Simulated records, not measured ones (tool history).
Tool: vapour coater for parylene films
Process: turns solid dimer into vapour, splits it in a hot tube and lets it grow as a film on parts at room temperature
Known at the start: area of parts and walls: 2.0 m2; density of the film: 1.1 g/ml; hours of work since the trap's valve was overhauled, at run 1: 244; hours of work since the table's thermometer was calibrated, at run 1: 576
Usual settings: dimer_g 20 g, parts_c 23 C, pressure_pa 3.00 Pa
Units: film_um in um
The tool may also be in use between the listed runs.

| run | hour | dimer_g | parts_c | pressure_pa | hours of work since the trap's valve was overhauled | hours of work since the table's thermometer was calibrated | film_um |
|---|---|---|---|---|---|---|---|
| 1 | 0.0 | 20 | 23 | 3.00 | 244 | 576 | 6.77 |
| 2 | 29.0 | 20 | 23 | 3.00 | 261 | 593 | 6.75 |
| 3 | 49.3 | 20 | 23 | 3.00 | 272 | 604 | 6.80 |
| 4 | 81.1 | 20 | 23 | 3.00 | 290 | 622 | 6.59 |
| 5 | 113.0 | 20 | 23 | 3.00 | 309 | 641 | 6.60 |
| 6 | 152.3 | 20 | 23 | 3.00 | 331 | 663 | 6.66 |
| 7 | 189.9 | 20 | 23 | 3.00 | 352 | 684 | 6.66 |
| 8 | 215.8 | 20 | 23 | 3.00 | 367 | 699 | 6.49 |
|  | 233.7 | trap's valve overhauled |
| 9 | 248.2 | 20 | 23 | 3.00 | 8 | 715 | 7.17 |
| 10 | 282.8 | 20 | 23 | 3.00 | 28 | 735 | 7.08 |
| 11 | 313.8 | 20 | 23 | 11.31 | 46 | 752 | 6.43 |
| 12 | 342.2 | 24 | 27 | 2.16 | 62 | 769 | 8.16 |
| 13 | 374.3 | 20 | 19 | 3.12 | 80 | 787 | 7.57 |
| 14 | 391.6 | 32 | 25 | 3.12 | 90 | 797 | 10.84 |
| 15 | 425.4 | 32 | 25 | 3.12 | 109 | 816 | 10.73 |
| 16 | 456.4 | 32 | 17 | 3.75 | 127 | 834 | 12.32 |
| 17 | 491.2 | 9 | 32 | 8.57 | 146 | 853 | 2.42 |
| 18 | 529.4 | 9 | 16 | 2.51 | 168 | 875 | 3.48 |
| 19 | 547.4 | 9 | 16 | 2.51 | 178 | 885 | 3.54 |
| 20 | 564.3 | 9 | 19 | 2.51 | 188 | 895 | 3.28 |
| 21 | 600.6 | 16 | 17 | 2.74 | 209 | 916 | 6.06 |

Forecast each of these 3 alternatives for the next run:
| A | 620.1 | 28 | 28 | 4.60 | 220 | 927 | ? |
| B | 620.1 | 18 | 17 | 3.00 | 220 | 927 | ? |
| C | 620.1 | 15 | 29 | 5.43 | 220 | 927 | ? |

| run | film_um |
|---|---|
| A | 8.57 |
| B | 6.70 |
| C | 4.53 |
Without the tool's hidden state the same runs would have given:
| run | film_um |
|---|---|
| A | 9.00 |
| B | 7.04 |
| C | 4.76 |

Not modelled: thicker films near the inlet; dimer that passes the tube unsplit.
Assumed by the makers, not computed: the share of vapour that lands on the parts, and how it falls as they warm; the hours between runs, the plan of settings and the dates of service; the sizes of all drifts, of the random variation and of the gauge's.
